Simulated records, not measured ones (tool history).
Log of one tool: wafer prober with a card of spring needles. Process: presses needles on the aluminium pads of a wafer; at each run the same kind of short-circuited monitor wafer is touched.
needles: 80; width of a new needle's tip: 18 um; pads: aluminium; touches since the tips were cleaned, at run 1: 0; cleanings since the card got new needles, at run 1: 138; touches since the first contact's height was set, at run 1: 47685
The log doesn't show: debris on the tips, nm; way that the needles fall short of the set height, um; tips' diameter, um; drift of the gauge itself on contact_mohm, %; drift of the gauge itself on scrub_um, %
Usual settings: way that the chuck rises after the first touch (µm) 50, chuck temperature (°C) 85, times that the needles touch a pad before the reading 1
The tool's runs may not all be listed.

run   hour  way that the chuck rises after the first touch (µm)  chuck temperature (°C)  times that the needles touch a pad before the reading  touches since the tips were cleaned  cleanings since the card got new needles  touches since the first contact's height was set  resistance of one needle with its contact and lead (mohm)  way that a needle slides on the pad (µm)
  1      0                                                   50                      85                                                      1                                    0                                       138                                             47685                                                        224                                      6.49
      20.4  -- tips cleaned on abrasive film
      40.9  -- tips cleaned on abrasive film
  2   46.6                                                   50                      85                                                      1                                 2807                                       140                                             70392                                                        439                                      6.49
      58.9  -- tips cleaned on abrasive film
      71.4  -- height of the first contact set anew
      75.6  -- tips cleaned on abrasive film
        92  -- tips cleaned on abrasive film
     108.3  -- tips cleaned on abrasive film
     128.6  -- tips cleaned on abrasive film
  3  128.6                                                   50                      26                                                      1                                    0                                       145                                             27763                                                        213                                      6.34
       149  -- tips cleaned on abrasive film
     165.4  -- tips cleaned on abrasive film
     185.8  -- tips cleaned on abrasive film
     206.2  -- tips cleaned on abrasive film
     222.6  -- tips cleaned on abrasive film
  4  225.9                                                   50                      26                                                      1                                 1619                                       150                                             75150                                                        393                                      6.27
     242.3  -- tips cleaned on abrasive film
     242.6  -- height of the first contact set anew
       259  -- tips cleaned on abrasive film
     279.4  -- tips cleaned on abrasive film
     299.8  -- tips cleaned on abrasive film
  5  300.6                                                   47                      85                                                      1                                  382                                       154                                             28241                                                        287                                      6.16
       317  -- tips cleaned on abrasive film
     337.4  -- tips cleaned on abrasive film
     349.9  -- height of the first contact set anew, once more
     358.2  -- tips cleaned on abrasive film
  6  363.9                                                   47                      85                                                      1                                 2832                                       157                                              6812                                                        479                                      6.17
     376.3  -- tips cleaned on abrasive film
     392.6  -- tips cleaned on abrasive film
       409  -- tips cleaned on abrasive film
     425.4  -- tips cleaned on abrasive film
  7  438.1                                                   47                      85                                                      1                                 6231                                       161                                             42893                                                        596                                      6.12
     442.3  -- tips cleaned on abrasive film
     462.7  -- tips cleaned on abrasive film
     483.2  -- tips cleaned on abrasive film
     503.6  -- tips cleaned on abrasive film
  8  512.8                                                   47                      85                                                      1                                 4520                                       165                                             79256                                                        575                                      6.06
     521.1  -- tips cleaned on abrasive film
     521.4  -- height of the first contact set anew
     537.7  -- tips cleaned on abrasive film
     554.1  -- tips cleaned on abrasive film
     574.5  -- tips cleaned on abrasive film
  9  580.7                                                   50                      85                                                      1                                 3018                                       169                                             28888                                                        459                                       6.5
       593  -- tips cleaned on abrasive film
     613.5  -- tips cleaned on abrasive film
     633.9  -- tips cleaned on abrasive film
     650.3  -- tips cleaned on abrasive film
 10  653.7                                                   56                      85                                                      1                                 1688                                       173                                             64405                                                        360                                      7.29
     670.1  -- tips cleaned on abrasive film
     686.5  -- tips cleaned on abrasive film
     690.8  -- height of the first contact set anew
 11    700                                                   50                      63                                                      1                                 6499                                       175                                              4510                                                        586                                      6.54
     704.2  -- tips cleaned on abrasive film
     724.6  -- tips cleaned on abrasive film
     745.1  -- tips cleaned on abrasive film
 12  756.8                                                   50                      63                                                      1                                 5733                                       178                                             32133                                                        583                                       6.5
       765  -- tips cleaned on abrasive film
     781.4  -- tips cleaned on abrasive film
     801.8  -- tips cleaned on abrasive film
     822.3  -- tips cleaned on abrasive film
 13  828.6                                                   50                      63                                                      1                                 3091                                       182                                             67063                                                        502                                      6.49
     840.9  -- tips cleaned on abrasive film
     857.3  -- tips cleaned on abrasive film
     861.6  -- height of the first contact set anew
       878  -- tips cleaned on abrasive film
     898.5  -- tips cleaned on abrasive film
     914.8  -- tips cleaned on abrasive film
 14  927.6                                                   54                      76                                                      2                                 6263                                       187                                             32132                                                        379                                      7.04

Run 15 comes next. What will it give?
      931.8  -- tips cleaned on abrasive film
      948.2  -- tips cleaned on abrasive film
      964.5  -- tips cleaned on abrasive film
        985  -- tips cleaned on abrasive film
     1001.3  -- tips cleaned on abrasive film
     1021.8  -- tips cleaned on abrasive film
 15  1026.8                                                   35                      74                                                      1                                 2445                                       193                                             80344                                                          ?                                         ?

{"run 15": {"resistance of one needle with its contact and lead (mohm)": 775, "way that a needle slides on the pad (µm)": 4.49}}
Without the tool's hidden state the same run would have given resistance of one needle with its contact and lead (mohm) 177, way that a needle slides on the pad (µm) 4.61.
